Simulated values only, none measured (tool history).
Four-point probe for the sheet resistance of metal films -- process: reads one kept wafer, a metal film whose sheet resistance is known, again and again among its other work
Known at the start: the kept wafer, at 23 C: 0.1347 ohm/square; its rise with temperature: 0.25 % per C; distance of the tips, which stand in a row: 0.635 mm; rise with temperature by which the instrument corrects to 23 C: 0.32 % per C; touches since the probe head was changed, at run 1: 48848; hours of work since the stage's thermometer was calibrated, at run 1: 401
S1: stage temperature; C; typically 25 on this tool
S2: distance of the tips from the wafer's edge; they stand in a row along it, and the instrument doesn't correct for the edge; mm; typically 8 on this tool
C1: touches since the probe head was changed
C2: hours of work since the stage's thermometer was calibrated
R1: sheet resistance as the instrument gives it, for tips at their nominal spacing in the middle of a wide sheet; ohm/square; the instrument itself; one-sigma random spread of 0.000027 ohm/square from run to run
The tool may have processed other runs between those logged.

| run | hour | S1 | S2 | C1 | C2 | R1 |
|---|---|---|---|---|---|---|
| 1 | 0.0 | 25 | 8 | 48848 | 401 | 0.134981 |
| 2 | 27.9 | 25 | 8 | 50561 | 422 | 0.135031 |
| 3 | 45.3 | 25 | 8 | 51636 | 435 | 0.134966 |
| 4 | 77.1 | 25 | 8 | 53592 | 458 | 0.134960 |
| 5 | 107.1 | 25 | 8 | 55434 | 481 | 0.134992 |
| 6 | 134.7 | 25 | 8 | 57133 | 501 | 0.134996 |
| 7 | 156.3 | 25 | 8 | 58463 | 517 | 0.134968 |
| 8 | 171.1 | 25 | 8 | 59372 | 528 | 0.134924 |
| 9 | 196.8 | 25 | 8 | 60953 | 547 | 0.134957 |
| 10 | 217.3 | 25 | 8 | 62211 | 562 | 0.134926 |
| 11 | 238.0 | 25 | 45 | 63485 | 578 | 0.134527 |
| 12 | 256.6 | 30 | 13 | 64631 | 592 | 0.134202 |
| 13 | 271.3 | 31 | 4 | 65534 | 603 | 0.135732 |
| 14 | 298.1 | 31 | 4 | 67181 | 622 | 0.135781 |
| 15 | 313.1 | 29 | 68 | 68106 | 634 | 0.134162 |
| 16 | 342.2 | 21 | 55 | 69896 | 655 | 0.134852 |
| 17 | 364.1 | 32 | 55 | 71238 | 671 | 0.133873 |
| 18 | 378.1 | 23 | 8 | 72101 | 682 | 0.135153 |
| 19 | 400.8 | 23 | 8 | 73497 | 699 | 0.135181 |

3 options for the next run, each taken on its own from the tool as it stands now. Forecast them:
| A | 413.9 | 23 | 23 | 74304 | 709 | ? |
| B | 413.9 | 30 | 11 | 74304 | 709 | ? |
| C | 413.9 | 24 | 12 | 74304 | 709 | ? |

| run | R1 |
|---|---|
| A | 0.134736 |
| B | 0.134274 |
| C | 0.134831 |
Without the tool's hidden state the same runs would have given:
| run | R1 |
|---|---|
| A | 0.134736 |
| B | 0.134273 |
| C | 0.134830 |
